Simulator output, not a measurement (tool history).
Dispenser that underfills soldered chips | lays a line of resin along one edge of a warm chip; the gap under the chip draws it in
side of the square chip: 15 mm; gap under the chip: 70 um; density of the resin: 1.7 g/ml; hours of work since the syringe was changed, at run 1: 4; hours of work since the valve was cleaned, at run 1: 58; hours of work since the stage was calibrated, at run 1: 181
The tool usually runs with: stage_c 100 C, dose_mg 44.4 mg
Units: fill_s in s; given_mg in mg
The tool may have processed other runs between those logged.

run    day  stage_c  dose_mg  hours of work since the syringe was changed  hours of work since the valve was cleaned  hours of work since the stage was calibrated  fill_s  given_mg
  1      0      100     44.4                                            4                                         58                                           181   215.6     43.05
     0.262  -- new syringe of resin
  2  0.288      100     44.4                                            0                                         63                                           186     170     42.69
     0.529  -- dispensing valve cleaned and set on the balance
     0.796  -- new syringe of resin
  3   0.85      100     44.4                                            1                                          5                                           194     178     44.14
  4  1.162      100     38.7                                            6                                         10                                           199   256.7     38.46
     1.275  -- new syringe of resin
  5  1.492      100     44.9                                            4                                         16                                           205   212.3     44.63
     1.767  -- new syringe of resin
  6  1.812      100     44.9                                            1                                         21                                           210   170.4     44.18
     2.238  -- new syringe of resin
  7  2.238      104     44.4                                            0                                         28                                           217   136.2     43.72
  8    2.5      104     44.4                                            4                                         32                                           221   182.6     43.53
     2.708  -- new syringe of resin
  9  2.883      100       53                                            3                                         39                                           228   197.9     51.79
     3.192  -- new syringe of resin
 10  3.333      113     44.4                                            2                                         46                                           235   109.5     43.01
     3.667  -- new syringe of resin
 11   3.85       98     44.4                                            3                                         55                                           244   219.3     43.05
      4.15  -- new syringe of resin
 12  4.371       98     44.4                                            4                                         63                                           252     226     42.82
       4.6  -- dispensing valve cleaned and set on the balance
     4.667  -- new syringe of resin
 13  4.671      107     47.1                                            0                                          1                                           256   117.2     47.07
 14  5.058      107     47.1                                            7                                          8                                           263     184     47.11
      5.15  -- new syringe of resin
 15   5.55      107     47.1                                            7                                         16                                           271   186.7     46.76
      5.65  -- new syringe of resin
 16  5.942      105       42                                            5                                         22                                           277   181.5     41.76
     6.138  -- new syringe of resin
 17  6.175      105       42                                            1                                         26                                           281   138.1     41.63
 18   6.45      105       42                                            5                                         30                                           286   185.9     41.35
     6.638  -- new syringe of resin
 19  6.792      100     52.4                                            3                                         36                                           291   188.8     51.25
     7.104  -- new syringe of resin
 20  7.262      100     44.4                                            3                                         44                                           299   188.9     43.63

Here are 3 independent what-if runs from the current tool condition. What would each one return?
     7.592  -- new syringe of resin
  A  7.604       86     45.6                                            0                                         49                                           305       ?         ?
     7.592  -- new syringe of resin
  B  7.604       98     49.8                                            0                                         49                                           305       ?         ?
     7.592  -- new syringe of resin
  C  7.604      110     44.4                                            0                                         49                                           305       ?         ?

run  fill_s  given_mg
  A   317.9     44.61
  B   175.2     48.55
  C   105.6     43.45
Without the tool's unlogged condition, the same runs would have read:
run  fill_s  given_mg
  A   327.4     45.76
  B   180.2      49.8
  C   108.3     44.57

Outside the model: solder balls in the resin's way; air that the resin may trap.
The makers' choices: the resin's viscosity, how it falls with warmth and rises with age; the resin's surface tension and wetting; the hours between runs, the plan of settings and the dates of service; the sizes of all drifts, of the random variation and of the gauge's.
